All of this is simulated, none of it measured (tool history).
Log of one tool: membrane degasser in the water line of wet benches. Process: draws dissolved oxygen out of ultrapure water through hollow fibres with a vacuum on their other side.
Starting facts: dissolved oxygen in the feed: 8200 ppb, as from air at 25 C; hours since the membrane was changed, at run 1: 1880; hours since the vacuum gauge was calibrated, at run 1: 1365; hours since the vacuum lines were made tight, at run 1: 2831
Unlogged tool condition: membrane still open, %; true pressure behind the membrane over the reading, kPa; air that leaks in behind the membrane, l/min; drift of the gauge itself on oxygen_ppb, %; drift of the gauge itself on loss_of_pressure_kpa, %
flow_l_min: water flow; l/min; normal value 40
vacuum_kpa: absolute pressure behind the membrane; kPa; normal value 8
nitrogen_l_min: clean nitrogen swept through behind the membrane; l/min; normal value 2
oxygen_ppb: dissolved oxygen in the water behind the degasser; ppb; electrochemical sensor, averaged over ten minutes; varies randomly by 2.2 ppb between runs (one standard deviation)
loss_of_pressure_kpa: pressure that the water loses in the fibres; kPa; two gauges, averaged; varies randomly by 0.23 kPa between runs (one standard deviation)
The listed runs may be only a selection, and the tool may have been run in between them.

run,day,flow_l_min,vacuum_kpa,nitrogen_l_min,hours since the membrane was changed,hours since the vacuum gauge was calibrated,hours since the vacuum lines were made tight,oxygen_ppb,loss_of_pressure_kpa
1,0,40,8,2,1880,1365,2831,218.2,58.9
2,3.433,40,8,0.82,1963,1447,2914,443.6,59.14
3,5.683,40,8,0.82,2017,1501,2968,449.6,58.74
4,8.771,40,8,2,2091,1575,3042,222.3,59.11
5,11.342,40,8,2,2152,1637,3104,220.1,58.79
6,12.875,40,8,2,2189,1674,3140,216.8,59.13
7,14.529,40,8,2,2229,1714,3180,221.6,59.09
8,16.462,43,8,2,2275,1760,3226,238.9,63.49
9,19.558,32,18.67,2,2350,1834,3301,536.5,47.16
10,21.992,40,18.46,2.21,2408,1893,3359,589.1,59.23
11,23.546,58,9.61,2,2445,1930,3396,436.7,85.33

What if the next run were any one of these 5? Each begins from the tool's condition after run 11:
A,25.858,24,19.07,1.19,2501,1985,3452,?,?
B,25.858,58,12.66,2,2501,1985,3452,?,?
C,25.858,46,10.12,1.25,2501,1985,3452,?,?
D,25.858,33,5.75,3.75,2501,1985,3452,?,?
E,25.858,32,12.73,1.62,2501,1985,3452,?,?

run,oxygen_ppb,loss_of_pressure_kpa
A,660.5,35.48
B,598.3,85.67
C,515.2,67.96
D,56.2,48.81
E,404.2,47.28
The same runs, with their run-to-run variation unchanged, on a tool lacking any hidden condition would have given:
run,oxygen_ppb,loss_of_pressure_kpa
A,660.3,35.46
B,598,85.64
C,515,67.93
D,56.1,48.79
E,404.1,47.26
